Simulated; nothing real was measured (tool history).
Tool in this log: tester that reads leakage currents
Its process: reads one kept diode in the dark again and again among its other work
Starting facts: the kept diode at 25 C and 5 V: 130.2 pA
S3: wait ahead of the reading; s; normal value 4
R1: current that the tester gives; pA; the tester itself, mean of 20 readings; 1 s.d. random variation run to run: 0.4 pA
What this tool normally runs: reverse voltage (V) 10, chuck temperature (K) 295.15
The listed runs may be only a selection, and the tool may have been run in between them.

{"run": 1, "hour": 0.0, "reverse voltage (V)": 10, "chuck temperature (K)": 295.15, "S3": 4, "R1": 133.77}
{"run": 2, "hour": 100.7, "reverse voltage (V)": 10, "chuck temperature (K)": 295.15, "S3": 3.92, "R1": 133.52}
{"run": 3, "hour": 154.0, "reverse voltage (V)": 10, "chuck temperature (K)": 295.15, "S3": 3.92, "R1": 133.54}
{"run": 4, "hour": 261.3, "reverse voltage (V)": 1.5, "chuck temperature (K)": 295.15, "S3": 4, "R1": 57.89}
{"hour": 275.0, "done": "chuck's temperature calibrated"}
{"run": 5, "hour": 376.9, "reverse voltage (V)": 1.5, "chuck temperature (K)": 295.15, "S3": 4, "R1": 57.64}
{"run": 6, "hour": 433.2, "reverse voltage (V)": 1.5, "chuck temperature (K)": 295.15, "S3": 4, "R1": 57.78}
{"run": 7, "hour": 545.1, "reverse voltage (V)": 10, "chuck temperature (K)": 295.15, "S3": 4, "R1": 134.01}
{"run": 8, "hour": 638.2, "reverse voltage (V)": 10, "chuck temperature (K)": 295.15, "S3": 4, "R1": 133.43}
{"run": 9, "hour": 751.1, "reverse voltage (V)": 10, "chuck temperature (K)": 295.15, "S3": 4, "R1": 133.3}
{"run": 10, "hour": 816.2, "reverse voltage (V)": 10, "chuck temperature (K)": 298.15, "S3": 4, "R1": 178.16}
{"hour": 864.0, "done": "probe card cleaned and baked"}
{"run": 11, "hour": 925.2, "reverse voltage (V)": 10, "chuck temperature (K)": 298.15, "S3": 4, "R1": 178.18}
{"run": 12, "hour": 980.5, "reverse voltage (V)": 10, "chuck temperature (K)": 295.15, "S3": 4, "R1": 132.85}
{"run": 13, "hour": 1042.5, "reverse voltage (V)": 10, "chuck temperature (K)": 295.15, "S3": 4, "R1": 134.51}
{"run": 14, "hour": 1156.5, "reverse voltage (V)": 10, "chuck temperature (K)": 295.15, "S3": 4, "R1": 132.68}
{"run": 15, "hour": 1226.6, "reverse voltage (V)": 10, "chuck temperature (K)": 331.15, "S3": 1.12, "R1": 2956.03}
{"run": 16, "hour": 1323.6, "reverse voltage (V)": 10, "chuck temperature (K)": 331.15, "S3": 0.73, "R1": 2948.43}
{"run": 17, "hour": 1416.3, "reverse voltage (V)": 10, "chuck temperature (K)": 331.15, "S3": 0.73, "R1": 2945.15}
{"run": 18, "hour": 1467.6, "reverse voltage (V)": 2, "chuck temperature (K)": 298.15, "S3": 0.68, "R1": 88.23}

What will run 19 give?
{"run": 19, "hour": 1554.0, "reverse voltage (V)": 10, "chuck temperature (K)": 295.15, "S3": 0.37, "R1": "?"}

R1: 142.64 pA
On a tool with no hidden condition, and with the same random variation, this run would have come out at R1 142.56 pA.
